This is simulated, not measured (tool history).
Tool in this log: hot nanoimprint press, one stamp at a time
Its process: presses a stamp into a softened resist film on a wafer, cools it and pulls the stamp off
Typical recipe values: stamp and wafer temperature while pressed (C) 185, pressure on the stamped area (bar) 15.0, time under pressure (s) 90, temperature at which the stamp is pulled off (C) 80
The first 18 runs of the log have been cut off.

run   hour  stamp and wafer temperature while pressed (C)  pressure on the stamped area (bar)  time under pressure (s)  temperature at which the stamp is pulled off (C)  resist left under the stamp's widest pad (Å)  greatest force while the stamp is pulled off (N)
 19  155.0                                            183                                23.2                       58                                                78                                           828                                               197
 20  163.0                                            185                                15.0                       53                                                80                                           951                                               186
 21  173.9                                            189                                 9.7                       59                                                84                                           970                                               185
 22  181.6                                            185                                11.3                       90                                                80                                           895                                               192
 23  188.3                                            185                                11.3                       90                                                80                                           889                                               193
 24  193.9                                            192                                15.0                       90                                                80                                           603                                               190
 25  199.4                                            192                                15.0                       90                                                80                                           601                                               196
 26  208.9                                            192                                15.0                       90                                                80                                           603                                               194
 27  213.4                                            192                                15.0                       90                                                86                                           596                                               183
 28  220.4                                            192                                15.0                       90                                                86                                           595                                               188
 29  229.9                                            185                                15.0                      172                                                73                                           600                                               199
 30  237.6                                            185                                15.0                      172                                                73                                           603                                               209
 31  243.8                                            181                                15.0                      106                                                83                                           865                                               196

3 options for the next run, each taken on its own from the tool as it stands now. Forecast them:
  A  253.9                                            185                                15.0                       91                                                80                                             ?                                                 ?
  B  253.9                                            193                                15.0                       90                                                80                                             ?                                                 ?
  C  253.9                                            183                                13.8                       90                                                80                                             ?                                                 ?

run  resist left under the stamp's widest pad (Å)  greatest force while the stamp is pulled off (N)
  A                                           790                                               192
  B                                           579                                               203
  C                                           878                                               201
Without the tool's unlogged condition, the same runs would have read:
run  resist left under the stamp's widest pad (Å)  greatest force while the stamp is pulled off (N)
  A                                           777                                               185
  B                                           569                                               195
  C                                           865                                               193
